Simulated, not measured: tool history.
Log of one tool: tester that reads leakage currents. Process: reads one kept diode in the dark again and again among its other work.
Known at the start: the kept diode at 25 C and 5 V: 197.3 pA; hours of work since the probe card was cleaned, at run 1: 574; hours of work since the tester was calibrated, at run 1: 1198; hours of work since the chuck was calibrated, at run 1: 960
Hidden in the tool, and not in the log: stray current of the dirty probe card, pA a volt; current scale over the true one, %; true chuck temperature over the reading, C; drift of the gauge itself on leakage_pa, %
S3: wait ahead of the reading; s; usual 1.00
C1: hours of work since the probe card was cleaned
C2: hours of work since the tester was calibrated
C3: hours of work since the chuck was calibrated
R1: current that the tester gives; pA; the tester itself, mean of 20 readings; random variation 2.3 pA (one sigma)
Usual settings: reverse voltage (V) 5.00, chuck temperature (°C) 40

{"run": 1, "day": 0.0, "reverse voltage (V)": 5.0, "chuck temperature (°C)": 40, "S3": 1.0, "C1": 574, "C2": 1198, "C3": 960, "R1": 893.15}
{"run": 2, "day": 1.192, "reverse voltage (V)": 5.0, "chuck temperature (°C)": 40, "S3": 1.0, "C1": 587, "C2": 1211, "C3": 973, "R1": 897.87}
{"run": 3, "day": 2.904, "reverse voltage (V)": 5.0, "chuck temperature (°C)": 40, "S3": 1.0, "C1": 605, "C2": 1230, "C3": 992, "R1": 898.86}
{"run": 4, "day": 3.771, "reverse voltage (V)": 5.0, "chuck temperature (°C)": 40, "S3": 1.0, "C1": 615, "C2": 1239, "C3": 1001, "R1": 899.26}
{"run": 5, "day": 5.438, "reverse voltage (V)": 5.0, "chuck temperature (°C)": 40, "S3": 1.0, "C1": 633, "C2": 1257, "C3": 1019, "R1": 908.58}
{"run": 6, "day": 6.617, "reverse voltage (V)": 5.0, "chuck temperature (°C)": 40, "S3": 1.0, "C1": 646, "C2": 1270, "C3": 1032, "R1": 911.06}
{"run": 7, "day": 7.917, "reverse voltage (V)": 5.0, "chuck temperature (°C)": 40, "S3": 1.0, "C1": 660, "C2": 1284, "C3": 1046, "R1": 906.66}
{"run": 8, "day": 8.667, "reverse voltage (V)": 5.0, "chuck temperature (°C)": 40, "S3": 1.0, "C1": 668, "C2": 1292, "C3": 1055, "R1": 913.44}
{"run": 9, "day": 9.396, "reverse voltage (V)": 5.0, "chuck temperature (°C)": 40, "S3": 1.0, "C1": 676, "C2": 1300, "C3": 1062, "R1": 911.24}
{"run": 10, "day": 10.458, "reverse voltage (V)": 2.83, "chuck temperature (°C)": 40, "S3": 1.0, "C1": 688, "C2": 1312, "C3": 1074, "R1": 690.59}
{"run": 11, "day": 11.988, "reverse voltage (V)": 2.83, "chuck temperature (°C)": 45, "S3": 1.0, "C1": 704, "C2": 1329, "C3": 1091, "R1": 1049.43}
{"run": 12, "day": 12.758, "reverse voltage (V)": 2.83, "chuck temperature (°C)": 45, "S3": 1.0, "C1": 713, "C2": 1337, "C3": 1099, "R1": 1044.71}
{"run": 13, "day": 14.5, "reverse voltage (V)": 5.0, "chuck temperature (°C)": 40, "S3": 1.0, "C1": 732, "C2": 1356, "C3": 1118, "R1": 922.43}
{"run": 14, "day": 15.854, "reverse voltage (V)": 5.0, "chuck temperature (°C)": 40, "S3": 1.0, "C1": 746, "C2": 1371, "C3": 1133, "R1": 924.53}
{"day": 16.096, "done": "chuck's temperature calibrated"}
{"run": 15, "day": 17.188, "reverse voltage (V)": 5.0, "chuck temperature (°C)": 40, "S3": 1.0, "C1": 760, "C2": 1384, "C3": 12, "R1": 753.73}
{"run": 16, "day": 18.158, "reverse voltage (V)": 5.0, "chuck temperature (°C)": 40, "S3": 1.0, "C1": 770, "C2": 1395, "C3": 22, "R1": 753.72}
{"run": 17, "day": 19.217, "reverse voltage (V)": 5.0, "chuck temperature (°C)": 43, "S3": 1.0, "C1": 782, "C2": 1406, "C3": 34, "R1": 966.56}
{"run": 18, "day": 20.15, "reverse voltage (V)": 5.77, "chuck temperature (°C)": 59, "S3": 5.75, "C1": 792, "C2": 1416, "C3": 44, "R1": 3687.38}
{"run": 19, "day": 20.975, "reverse voltage (V)": 5.77, "chuck temperature (°C)": 59, "S3": 5.75, "C1": 801, "C2": 1425, "C3": 53, "R1": 3698.06}
{"run": 20, "day": 22.575, "reverse voltage (V)": 5.77, "chuck temperature (°C)": 59, "S3": 5.75, "C1": 818, "C2": 1443, "C3": 70, "R1": 3702.7}
{"run": 21, "day": 23.596, "reverse voltage (V)": 5.77, "chuck temperature (°C)": 59, "S3": 5.75, "C1": 829, "C2": 1454, "C3": 81, "R1": 3714.47}
{"run": 22, "day": 25.108, "reverse voltage (V)": 5.0, "chuck temperature (°C)": 53, "S3": 1.0, "C1": 846, "C2": 1470, "C3": 98, "R1": 2197.99}
{"run": 23, "day": 26.871, "reverse voltage (V)": 3.01, "chuck temperature (°C)": 53, "S3": 2.6, "C1": 865, "C2": 1489, "C3": 117, "R1": 1716.02}
{"run": 24, "day": 28.508, "reverse voltage (V)": 3.01, "chuck temperature (°C)": 53, "S3": 2.6, "C1": 883, "C2": 1507, "C3": 135, "R1": 1724.49}
{"run": 25, "day": 29.296, "reverse voltage (V)": 3.01, "chuck temperature (°C)": 53, "S3": 2.6, "C1": 891, "C2": 1516, "C3": 143, "R1": 1723.86}
{"run": 26, "day": 30.638, "reverse voltage (V)": 1.09, "chuck temperature (°C)": 28, "S3": 1.0, "C1": 906, "C2": 1530, "C3": 158, "R1": 127.05}
{"run": 27, "day": 31.979, "reverse voltage (V)": 1.33, "chuck temperature (°C)": 40, "S3": 2.33, "C1": 921, "C2": 1545, "C3": 173, "R1": 402.37}
{"run": 28, "day": 33.525, "reverse voltage (V)": 1.33, "chuck temperature (°C)": 56, "S3": 3.83, "C1": 937, "C2": 1562, "C3": 189, "R1": 1456.4}
{"run": 29, "day": 34.879, "reverse voltage (V)": 1.33, "chuck temperature (°C)": 56, "S3": 3.83, "C1": 952, "C2": 1576, "C3": 204, "R1": 1470.01}
{"run": 30, "day": 35.733, "reverse voltage (V)": 5.0, "chuck temperature (°C)": 36, "S3": 1.0, "C1": 961, "C2": 1586, "C3": 213, "R1": 553.99}
{"run": 31, "day": 37.462, "reverse voltage (V)": 5.0, "chuck temperature (°C)": 36, "S3": 1.0, "C1": 980, "C2": 1605, "C3": 232, "R1": 554.7}
{"run": 32, "day": 38.712, "reverse voltage (V)": 5.0, "chuck temperature (°C)": 36, "S3": 1.0, "C1": 994, "C2": 1618, "C3": 246, "R1": 559.13}
{"run": 33, "day": 39.904, "reverse voltage (V)": 1.16, "chuck temperature (°C)": 46, "S3": 0.96, "C1": 1007, "C2": 1631, "C3": 259, "R1": 628.73}

Forecast each of these 5 alternatives for the next run:
{"run": "A", "day": 40.896, "reverse voltage (V)": 1.16, "chuck temperature (°C)": 46, "S3": 1.9, "C1": 1018, "C2": 1642, "C3": 270, "R1": "?"}
{"run": "B", "day": 40.896, "reverse voltage (V)": 1.93, "chuck temperature (°C)": 40, "S3": 1.0, "C1": 1018, "C2": 1642, "C3": 270, "R1": "?"}
{"run": "C", "day": 40.896, "reverse voltage (V)": 3.31, "chuck temperature (°C)": 46, "S3": 0.96, "C1": 1018, "C2": 1642, "C3": 270, "R1": "?"}
{"run": "D", "day": 40.896, "reverse voltage (V)": 3.45, "chuck temperature (°C)": 46, "S3": 0.73, "C1": 1018, "C2": 1642, "C3": 270, "R1": "?"}
{"run": "E", "day": 40.896, "reverse voltage (V)": 2.48, "chuck temperature (°C)": 30, "S3": 1.0, "C1": 1018, "C2": 1642, "C3": 270, "R1": "?"}

run=A R1=630.23
run=B R1=493.17
run=C R1=1055.88
run=D R1=1077.26
run=E R1=231.94
Without the tool's hidden state the same runs would have given:
run=A R1=606.92
run=B R1=473.68
run=C R1=1016.44
run=D R1=1037.02
run=E R1=221.51

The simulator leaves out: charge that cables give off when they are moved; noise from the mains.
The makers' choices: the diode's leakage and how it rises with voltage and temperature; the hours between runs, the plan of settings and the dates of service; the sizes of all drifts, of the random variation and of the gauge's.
